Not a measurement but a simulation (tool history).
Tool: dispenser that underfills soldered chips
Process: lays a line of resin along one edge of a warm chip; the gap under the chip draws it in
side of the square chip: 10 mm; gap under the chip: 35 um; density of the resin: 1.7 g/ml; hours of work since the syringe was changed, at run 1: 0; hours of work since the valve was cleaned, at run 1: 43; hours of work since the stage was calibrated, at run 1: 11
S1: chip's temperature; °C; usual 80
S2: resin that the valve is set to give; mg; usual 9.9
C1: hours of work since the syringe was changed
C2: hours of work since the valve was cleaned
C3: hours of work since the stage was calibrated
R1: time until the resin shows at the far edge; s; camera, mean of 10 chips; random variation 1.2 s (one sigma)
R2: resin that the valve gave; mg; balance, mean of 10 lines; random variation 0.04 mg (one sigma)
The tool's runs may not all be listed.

run 1 hour=0 | S1=80 S2=9.9 | C1=0 C2=43 C3=11 | R1=118.4 R2=9.73
run 2 hour=2.7 | S1=80 S2=9.9 | C1=2 C2=45 C3=13 | R1=135.5 R2=9.64
run 3 hour=5.5 | S1=80 S2=9.9 | C1=4 C2=47 C3=15 | R1=156.2 R2=9.67
run 4 hour=10.6 | S1=80 S2=12.45 | C1=8 C2=51 C3=19 | R1=203.6 R2=12.1
-- hour=14.5 new syringe of resin
run 5 hour=16 | S1=80 S2=12.45 | C1=1 C2=54 C3=23 | R1=123.6 R2=12.09
-- hour=20.2 dispensing valve cleaned and set on the balance
run 6 hour=20.7 | S1=80 S2=12.45 | C1=4 C2=0 C3=25 | R1=152.1 R2=12.54
run 7 hour=25.3 | S1=88 S2=12.45 | C1=7 C2=4 C3=28 | R1=139.2 R2=12.52
run 8 hour=28.6 | S1=88 S2=12.45 | C1=9 C2=6 C3=31 | R1=165.7 R2=12.41
-- hour=30 new syringe of resin
run 9 hour=33.5 | S1=88 S2=12.45 | C1=2 C2=9 C3=34 | R1=102.6 R2=12.44
run 10 hour=37.7 | S1=88 S2=12.45 | C1=5 C2=12 C3=37 | R1=125.4 R2=12.41
run 11 hour=40.3 | S1=80 S2=9.9 | C1=7 C2=14 C3=39 | R1=198.3 R2=9.9
run 12 hour=43.8 | S1=80 S2=9.9 | C1=10 C2=17 C3=41 | R1=236.5 R2=9.8
-- hour=44.7 new syringe of resin
run 13 hour=46.2 | S1=80 S2=11.9 | C1=1 C2=18 C3=43 | R1=127.3 R2=11.8
run 14 hour=48.8 | S1=80 S2=10.09 | C1=3 C2=20 C3=45 | R1=145.8 R2=10.02
run 15 hour=52.9 | S1=75 S2=12.8 | C1=6 C2=23 C3=48 | R1=219.6 R2=12.68
run 16 hour=55.6 | S1=75 S2=12.8 | C1=8 C2=25 C3=50 | R1=246.4 R2=12.67
run 17 hour=57.9 | S1=92 S2=9.58 | C1=9 C2=26 C3=51 | R1=147.1 R2=9.56
-- hour=59.6 new syringe of resin
run 18 hour=61.3 | S1=85 S2=9.15 | C1=1 C2=29 C3=53 | R1=104.6 R2=9.02
run 19 hour=64.9 | S1=73 S2=9.47 | C1=4 C2=31 C3=56 | R1=202.9 R2=9.32
run 20 hour=67.7 | S1=74 S2=8.86 | C1=6 C2=33 C3=58 | R1=227.8 R2=8.75
run 21 hour=70.5 | S1=67 S2=8.7 | C1=8 C2=35 C3=60 | R1=347.3 R2=8.53
run 22 hour=73.2 | S1=67 S2=8.7 | C1=10 C2=37 C3=62 | R1=409.7 R2=8.56
-- hour=74.4 new syringe of resin
run 23 hour=77.4 | S1=76 S2=9.9 | C1=2 C2=40 C3=65 | R1=165.6 R2=9.75
run 24 hour=79.8 | S1=76 S2=9.9 | C1=4 C2=41 C3=66 | R1=184.5 R2=9.69
run 25 hour=83.6 | S1=73 S2=11.58 | C1=7 C2=44 C3=69 | R1=248.9 R2=11.38
run 26 hour=86.2 | S1=91 S2=9 | C1=8 C2=46 C3=71 | R1=141.8 R2=8.79

Hidden state or all else? Some run-to-run changes of R1, split into what the settings, what came in and random variation would give without the hidden state, and what is left for the hidden state (with any gauge scatter that isn't in both results):
The hidden state here: resin's viscosity, % of fresh resin's; dose that the valve gives, % of what is set; true chip temperature over the reading, C; drift of the gauge itself on fill_s, %; drift of the gauge itself on given_mg, %.
Run 12 -> 13: S2 9.9 -> 11.9, new syringe of resin. R1 -109.2 s: hidden state -109.9, all else +0.7.
Run 20 -> 21: S1 74 -> 67, S2 8.86 -> 8.7. R1 +119.5 s: hidden state +72.1, all else +47.4.
Run 22 -> 23: S1 67 -> 76, S2 8.7 -> 9.9, new syringe of resin. R1 -244.1 s: hidden state -181.6, all else -62.5.
